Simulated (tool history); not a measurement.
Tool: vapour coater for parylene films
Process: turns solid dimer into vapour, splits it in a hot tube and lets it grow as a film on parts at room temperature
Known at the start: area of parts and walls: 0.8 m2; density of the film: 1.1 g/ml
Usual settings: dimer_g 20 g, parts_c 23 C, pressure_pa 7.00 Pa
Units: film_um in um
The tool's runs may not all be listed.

| run | hour | dimer_g | parts_c | pressure_pa | film_um |
|---|---|---|---|---|---|
| 1 | 0.0 | 20 | 23 | 7.00 | 9.94 |
| 2 | 15.1 | 20 | 23 | 7.00 | 10.08 |
| 3 | 28.6 | 20 | 23 | 2.85 | 11.45 |
| 4 | 52.0 | 20 | 23 | 7.00 | 9.93 |
| 5 | 74.3 | 20 | 23 | 7.00 | 9.91 |
| 6 | 92.4 | 20 | 23 | 7.00 | 9.93 |
| 7 | 103.3 | 20 | 23 | 7.00 | 10.02 |
| 8 | 115.8 | 20 | 23 | 7.00 | 9.96 |
| 9 | 138.6 | 20 | 23 | 7.00 | 9.94 |
| 10 | 160.2 | 20 | 23 | 11.48 | 9.03 |
| 11 | 174.1 | 20 | 32 | 7.00 | 8.37 |
| 12 | 191.7 | 20 | 32 | 7.00 | 8.39 |
| 13 | 209.3 | 20 | 32 | 7.00 | 8.27 |
| 14 | 227.6 | 20 | 32 | 7.00 | 8.36 |
| 15 | 251.2 | 12 | 23 | 10.51 | 5.41 |
| 16 | 273.5 | 20 | 19 | 3.07 | 11.69 |
| 17 | 287.4 | 20 | 19 | 3.07 | 11.59 |
| 18 | 299.3 | 20 | 19 | 3.07 | 11.57 |
| 19 | 323.1 | 20 | 19 | 3.07 | 11.49 |
|  | 343.1 | trap's valve overhauled |
| 20 | 345.1 | 20 | 19 | 3.07 | 12.39 |
| 21 | 361.6 | 20 | 32 | 3.07 | 10.02 |

Forecast run 22:
| 22 | 385.1 | 20 | 24 | 7.00 | ? |

{"run 22": {"film_um": 10.17}}
Without the tool's hidden state the same run would have given film_um 10.25 um.

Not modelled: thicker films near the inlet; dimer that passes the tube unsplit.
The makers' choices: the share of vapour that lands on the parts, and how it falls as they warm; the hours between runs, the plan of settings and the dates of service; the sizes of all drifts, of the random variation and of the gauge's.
